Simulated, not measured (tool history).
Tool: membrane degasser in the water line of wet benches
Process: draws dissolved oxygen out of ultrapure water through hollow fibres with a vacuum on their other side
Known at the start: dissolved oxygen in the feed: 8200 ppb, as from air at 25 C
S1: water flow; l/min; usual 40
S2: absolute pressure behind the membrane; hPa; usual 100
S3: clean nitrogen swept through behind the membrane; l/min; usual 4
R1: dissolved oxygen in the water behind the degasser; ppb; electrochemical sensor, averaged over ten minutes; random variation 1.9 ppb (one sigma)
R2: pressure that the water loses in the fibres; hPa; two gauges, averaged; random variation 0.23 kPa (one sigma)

run    hour  S1   S2    S3     R1     R2
  1       0  40  100     4  190.1  598.7
  2    84.2  25  100     4    112  375.9
  3   177.4  40  100     4  185.6  604.6
  4   291.4  26  100     4  118.3  385.7
  5   428.7  26  100     4  117.3  391.7
  6   552.5  26  100     4  119.4  389.5
  7   649.6  40   62     4  100.7    597
  8   807.5  40  181     4  368.7  594.4
  9   896.4  40  181     4  368.2  594.4
 10  1050.6  40  181     4  369.6  596.4
 11  1162.1  40  181     4  367.5  598.2
 12  1305.4  40  181     4  367.1  598.6
 13  1431.4  40  181     4  359.8  595.3
 14  1502.1  40  100  9.95   96.8  592.3
 15  1585.4  40  100  9.95   97.2  593.5
 16  1718.2  40  100  9.95   98.1  593.8
 17  1856.2  40  188  9.95  175.9  595.1
 18  1988.8  40  188  9.95  180.8    592
 19  2056.5  40  148   4.5  267.6  591.8
 20  2149.5  40  228     4  467.7  590.7
 21  2302.2  40  228     4  475.9  589.7
 22  2430.6  40  228     4  461.1  591.3
 23  2582.8  44  228  3.31  600.8  651.6
 24  2666.6  33   66  6.26     63  489.1
 25  2775.4  34   66  1.91  154.4  497.7
 26    2885  34   66  1.91  154.2  495.2
 27  3038.3  34   66  1.91  158.1    501
 28  3158.3  34   86  1.91  231.8  498.1
 29  3240.9  31   83  1.91  203.1  455.1
 30  3354.1  59   83  1.91  375.1  863.6
     3404.5  -- gauge calibrated
 31  3473.5  40  198  4.34  370.8  603.1

5 ways to go on from here, each from the tool as it stands after run 31. What would each give?
  A  3537.4  42  215      4   ?   ?
  B  3537.4  25  198   8.31   ?   ?
  C  3537.4  63  237  10.37   ?   ?
  D  3537.4  40  198   4.88   ?   ?
  E  3537.4  39  125   2.91   ?   ?

run     R1     R2
  A  457.3  630.7
  B  133.4  377.3
  C  352.1  945.2
  D  341.3  602.9
  E  308.1  584.8
Without the tool's hidden state the same runs would have given:
run     R1     R2
  A  456.8  630.8
  B  133.2  377.4
  C  351.7  945.4
  D  340.9    603
  E  307.6  584.9

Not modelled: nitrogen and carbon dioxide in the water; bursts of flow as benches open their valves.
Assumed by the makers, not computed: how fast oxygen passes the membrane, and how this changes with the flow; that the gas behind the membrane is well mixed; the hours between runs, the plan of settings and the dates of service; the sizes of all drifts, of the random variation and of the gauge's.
